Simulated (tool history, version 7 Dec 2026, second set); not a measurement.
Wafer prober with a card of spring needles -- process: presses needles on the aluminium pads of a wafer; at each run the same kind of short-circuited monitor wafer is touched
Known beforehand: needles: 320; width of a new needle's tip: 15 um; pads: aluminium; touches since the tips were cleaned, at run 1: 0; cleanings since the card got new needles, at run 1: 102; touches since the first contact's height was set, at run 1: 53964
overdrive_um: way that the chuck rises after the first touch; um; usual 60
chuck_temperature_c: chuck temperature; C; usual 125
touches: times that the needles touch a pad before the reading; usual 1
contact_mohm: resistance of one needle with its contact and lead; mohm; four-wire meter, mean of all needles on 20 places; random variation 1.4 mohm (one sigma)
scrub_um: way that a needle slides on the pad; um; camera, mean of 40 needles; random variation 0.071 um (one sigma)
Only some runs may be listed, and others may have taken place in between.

run,hour,overdrive_um,chuck_temperature_c,touches,touches since the tips were cleaned,cleanings since the card got new needles,touches since the first contact's height was set,contact_mohm,scrub_um
1,0.0,60,125,1,0,102,53964,122,7.35
# hour 7.9: tips cleaned on abrasive film
# hour 15.6: tips cleaned on abrasive film
2,20.7,60,125,1,1732,104,60942,138,7.28
# hour 22.4: tips cleaned on abrasive film
# hour 28.7: tips cleaned on abrasive film
# hour 36.5: tips cleaned on abrasive film
3,40.8,60,125,1,1482,107,67669,135,7.23
# hour 44.0: tips cleaned on abrasive film
# hour 50.3: tips cleaned on abrasive film
# hour 58.2: tips cleaned on abrasive film
# hour 66.1: tips cleaned on abrasive film
# hour 74.0: tips cleaned on abrasive film
4,76.0,59,125,1,702,112,79465,129,7.00
# hour 80.8: tips cleaned on abrasive film
# hour 88.6: tips cleaned on abrasive film
5,94.6,59,125,1,2030,114,85698,141,7.01
# hour 96.2: tips cleaned on abrasive film
# hour 104.1: tips cleaned on abrasive film
# hour 110.4: tips cleaned on abrasive film
# hour 118.3: tips cleaned on abrasive film
6,121.5,59,125,1,1091,118,94714,133,6.95
# hour 124.7: tips cleaned on abrasive film
# hour 132.5: tips cleaned on abrasive film
# hour 140.3: tips cleaned on abrasive film
7,143.8,41,94,1,1204,121,102198,156,4.54
# hour 147.0: tips cleaned on abrasive film
# hour 154.9: tips cleaned on abrasive film
8,160.5,41,105,3,1897,123,107792,145,4.51
# hour 162.1: tips cleaned on abrasive film
# hour 168.4: tips cleaned on abrasive film, once more
# hour 176.3: tips cleaned on abrasive film
9,177.5,43,68,2,407,126,113482,131,4.79
# hour 183.8: tips cleaned on abrasive film
# hour 191.6: tips cleaned on abrasive film
# hour 197.9: tips cleaned on abrasive film
10,203.7,60,55,2,1970,129,122303,126,6.98
# hour 205.4: tips cleaned on abrasive film
# hour 213.3: tips cleaned on abrasive film
# hour 221.1: tips cleaned on abrasive film
# hour 228.9: tips cleaned on abrasive film
11,232.8,61,125,2,1307,133,132038,130,7.02
# hour 236.0: tips cleaned on abrasive film
# hour 243.9: tips cleaned on abrasive film
# hour 251.7: tips cleaned on abrasive film
# hour 258.0: tips cleaned on abrasive film
12,264.2,52,125,3,2080,137,142571,136,5.73

Selected run-to-run steps in contact_mohm, each split into two signed amounts: the part the tool would show with no hidden state at all (from settings, incoming material and random variation), and the remainder, which goes to the hidden state together with any gauge scatter not common to the measured and the hidden-state-free results:
Hidden state present: debris on the tips, nm; way that the needles fall short of the set height, um; tips' diameter, um; drift of the gauge itself on contact_mohm, %; drift of the gauge itself on scrub_um, %.
Run 6 -> 7: overdrive_um 59 -> 41, chuck_temperature_c 125 -> 94, tips cleaned on abrasive film, tips cleaned on abrasive film, tips cleaned on abrasive film. contact_mohm +23 mohm: hidden state +23, all else +0.
